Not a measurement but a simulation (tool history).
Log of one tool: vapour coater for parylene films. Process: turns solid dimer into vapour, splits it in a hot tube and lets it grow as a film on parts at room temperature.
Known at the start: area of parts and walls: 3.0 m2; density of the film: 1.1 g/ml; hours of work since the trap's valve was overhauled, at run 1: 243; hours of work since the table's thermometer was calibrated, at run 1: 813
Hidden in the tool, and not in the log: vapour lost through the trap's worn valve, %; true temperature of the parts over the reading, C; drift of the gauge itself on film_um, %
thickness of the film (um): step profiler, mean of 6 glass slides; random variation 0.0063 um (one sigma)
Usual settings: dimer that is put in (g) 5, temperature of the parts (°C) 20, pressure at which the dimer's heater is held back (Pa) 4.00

run,hour,dimer that is put in (g),temperature of the parts (°C),pressure at which the dimer's heater is held back (Pa),hours of work since the trap's valve was overhauled,hours of work since the table's thermometer was calibrated,thickness of the film (um)
1,0.0,5,20,4.00,243,813,1.044
2,39.0,5,20,4.00,264,835,1.039
# hour 55.4: trap's valve overhauled
3,120.1,5,20,4.00,35,877,1.091
4,206.8,5,20,4.00,82,924,1.084
5,277.2,5,32,4.00,121,962,0.763
6,324.6,5,32,4.00,147,988,0.761
7,383.4,5,14,4.00,179,1020,1.264
8,468.0,5,14,4.00,225,1066,1.262
9,530.8,5,20,4.62,259,1100,1.011
# hour 553.3: trap's valve overhauled
10,606.7,7,20,4.62,29,1139,1.462
# hour 660.8: table's thermometer calibrated
11,674.0,7,20,4.62,65,7,1.491
12,743.8,7,20,4.62,103,45,1.478
13,811.8,5,20,8.41,140,82,0.903
14,886.8,5,31,8.41,181,123,0.659
15,942.8,5,31,8.41,212,154,0.647
16,980.7,3,31,8.41,232,174,0.387
17,1033.8,3,31,8.41,261,203,0.379
# hour 1050.8: trap's valve overhauled
18,1099.4,5,14,4.00,26,237,1.311
19,1164.4,5,14,4.00,62,272,1.306
20,1218.0,5,14,4.00,91,301,1.304
21,1266.2,5,14,4.00,117,327,1.287
22,1344.9,3,27,3.03,160,370,0.560
23,1384.6,2,28,4.00,182,392,0.340
24,1422.1,2,28,4.00,202,412,0.332
25,1493.6,2,28,4.00,241,451,0.335
26,1539.1,2,28,4.00,266,476,0.335
# hour 1548.5: trap's valve overhauled
27,1581.9,2,28,4.00,18,497,0.353
28,1632.8,2,28,8.91,46,525,0.289
29,1696.6,6,27,7.52,81,560,0.910
30,1735.6,6,27,10.22,102,581,0.839
31,1807.5,4,20,4.00,141,620,0.868
32,1853.9,5,19,3.38,166,645,1.148
33,1927.4,5,19,3.38,206,685,1.145
34,2006.8,5,13,2.71,250,729,1.411
# hour 2047.2: trap's valve overhauled
35,2048.9,5,17,4.00,1,749,1.213
36,2119.2,3,17,4.00,39,788,0.709
37,2159.2,4,15,2.03,61,809,1.184

Run 38 comes next. What will it give?
38,2219.7,5,29,9.69,94,842,?

Run 38 gave thickness of the film (um) 0.672.
Without the tool's hidden state the same run would have given thickness of the film (um) 0.693.
